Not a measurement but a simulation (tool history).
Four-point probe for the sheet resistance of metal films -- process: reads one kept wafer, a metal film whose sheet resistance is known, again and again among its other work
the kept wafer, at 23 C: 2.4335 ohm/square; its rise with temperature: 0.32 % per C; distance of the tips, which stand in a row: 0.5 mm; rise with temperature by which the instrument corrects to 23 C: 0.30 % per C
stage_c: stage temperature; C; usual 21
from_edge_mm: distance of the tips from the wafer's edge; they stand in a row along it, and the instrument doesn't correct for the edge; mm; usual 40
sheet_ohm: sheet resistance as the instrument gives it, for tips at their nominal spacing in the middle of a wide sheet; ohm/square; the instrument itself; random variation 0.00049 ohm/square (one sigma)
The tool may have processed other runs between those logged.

run   hour  stage_c  from_edge_mm  sheet_ohm
  1      0       21            40   2.441643
  2   11.9       21            40    2.44163
  3   31.5       21             8   2.446789
  4     56       21             8   2.446825
  5   74.4       21             8   2.446554
  6   84.5       21             8   2.446315
  7   98.1       21             8   2.447124
  8    113       21             8   2.446965
  9  124.9       21             8   2.448214
 10    148       21             8   2.446793
 11  166.1       21            16    2.44306
 12    181       21            16   2.443268
 13  205.6       31            40   2.445003
 14  226.1       27            40   2.444805
 15  237.7       27            40   2.444383
 16  258.9       24            40   2.443639
 17  277.9       24            40   2.443205
 18  294.2       24            40   2.444172
 19  309.7       24            40   2.443706
 20  332.4       21            40   2.443598
 21  350.9       21            40   2.443075
 22  367.2       21            40   2.442946
     383.5  -- stage's thermometer calibrated
 23  392.8       24            16   2.440767
 24  411.6       21            33   2.438882
 25  423.6       21            16   2.440402
 26    440       29            40   2.440981
 27  463.7       29            40   2.442254
 28  483.7       29            40   2.441829
 29  505.4       28            40   2.441435
 30    521       28            40   2.441479
 31    542       28            40   2.441307
 32  555.6       28            40     2.4418
 33  576.3       22             8   2.444555
 34  593.4       21            35    2.44078
 35    606       21            14   2.441283
 36  630.2       25            19   2.442875
 37  654.1       20            57   2.440374
 38  668.5       21             5   2.453251
 39  685.6       21             5   2.453017
 40  708.6       32            60   2.444126
 41  723.1       25            25   2.442194
 42  733.4       35            71   2.444303
 43  751.5       20             5   2.453389

Alternative continuations, all from the tool just after run 43; predict every row:
  A  772.4       33             9          ?
  B  772.4       22             5          ?
  C  772.4       27             7          ?

run  sheet_ohm
  A    2.44776
  B   2.454319
  C   2.449259
With no hidden state in the tool, these same runs would have given:
run  sheet_ohm
  A    2.44024
  B   2.446794
  C   2.441742
